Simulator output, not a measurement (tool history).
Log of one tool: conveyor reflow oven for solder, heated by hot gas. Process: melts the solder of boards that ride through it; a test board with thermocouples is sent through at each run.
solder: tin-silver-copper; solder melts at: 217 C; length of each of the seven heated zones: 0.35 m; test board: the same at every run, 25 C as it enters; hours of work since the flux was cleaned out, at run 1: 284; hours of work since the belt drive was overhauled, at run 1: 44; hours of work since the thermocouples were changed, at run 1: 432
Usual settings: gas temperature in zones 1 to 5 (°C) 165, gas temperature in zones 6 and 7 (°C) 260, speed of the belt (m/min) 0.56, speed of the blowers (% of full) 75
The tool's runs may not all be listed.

run    day  gas temperature in zones 1 to 5 (°C)  gas temperature in zones 6 and 7 (°C)  speed of the belt (m/min)  speed of the blowers (% of full)  hours of work since the flux was cleaned out  hours of work since the belt drive was overhauled  hours of work since the thermocouples were changed  highest temperature of the board (°C)  time above the solder's melting point (s)
  1      0                                   165                                    260                       0.56                                75                                           284                                                 44                                                 432                                  247.3                                       51.1
  2  0.429                                   165                                    260                       0.56                                75                                           290                                                 50                                                 438                                  247.4                                       50.8
  3  0.804                                   165                                    253                       0.56                                75                                           296                                                 56                                                 444                                    241                                       45.8
  4   1.05                                   165                                    260                       0.56                                77                                           299                                                 59                                                 448                                  247.7                                         51
  5  1.254                                   165                                    260                       0.56                                77                                           302                                                 63                                                 451                                  247.5                                       51.4
  6  1.675                                   165                                    260                       0.56                                77                                           309                                                 69                                                 457                                  247.6                                       51.2
  7  2.104                                   165                                    252                       0.56                                75                                           315                                                 75                                                 464                                  240.2                                       44.8
  8  2.475                                   165                                    252                       0.56                                75                                           321                                                 81                                                 469                                  240.2                                       44.7
  9  2.783                                   165                                    252                       0.56                                75                                           326                                                 86                                                 474                                  240.7                                       44.7
 10  3.129                                   165                                    252                       0.56                                75                                           331                                                 91                                                 479                                  240.2                                       44.7
 11  3.471                                   167                                    252                      0.568                                75                                           336                                                 96                                                 484                                  240.1                                       44.5
 12  3.867                                   167                                    252                      0.568                                75                                           342                                                102                                                 490                                    240                                       44.4
 13  4.104                                   179                                    260                      0.459                                72                                           345                                                106                                                 494                                  252.9                                         75
 14  4.354                                   179                                    260                      0.459                                72                                           349                                                109                                                 498                                  253.3                                       74.7
 15  4.579                                   171                                    252                       0.56                                73                                           353                                                113                                                 501                                  240.8                                       47.1
 16  4.767                                   165                                    260                       0.59                                59                                           356                                                116                                                 504                                  243.4                                       43.8
 17  5.054                                   167                                    260                      0.599                                75                                           360                                                120                                                 508                                  246.2                                       46.1
 18  5.271                                   167                                    269                      0.599                                54                                           363                                                123                                                 512                                  249.9                                       48.7
 19  5.525                                   163                                    273                      0.613                                89                                           367                                                127                                                 515                                  257.9                                       52.4

Forecast each of these 4 alternatives for the next run:
  A  5.967                                   163                                    263                      0.613                                89                                           374                                                134                                                 522                                      ?                                          ?
  B  5.967                                   170                                    273                      0.568                                89                                           374                                                134                                                 522                                      ?                                          ?
  C  5.967                                   165                                    260                      0.459                                75                                           374                                                134                                                 522                                      ?                                          ?
  D  5.967                                   165                                    264                       0.62                                75                                           374                                                134                                                 522                                      ?                                          ?

run  highest temperature of the board (°C)  time above the solder's melting point (s)
  A                                  248.9                                       46.5
  B                                  261.1                                       60.3
  C                                  252.6                                       68.5
  D                                  247.8                                       45.2
Without the tool's hidden state the same runs would have given:
run  highest temperature of the board (°C)  time above the solder's melting point (s)
  A                                    249                                       46.6
  B                                  261.2                                       60.3
  C                                  252.6                                       68.5
  D                                  247.8                                       45.3
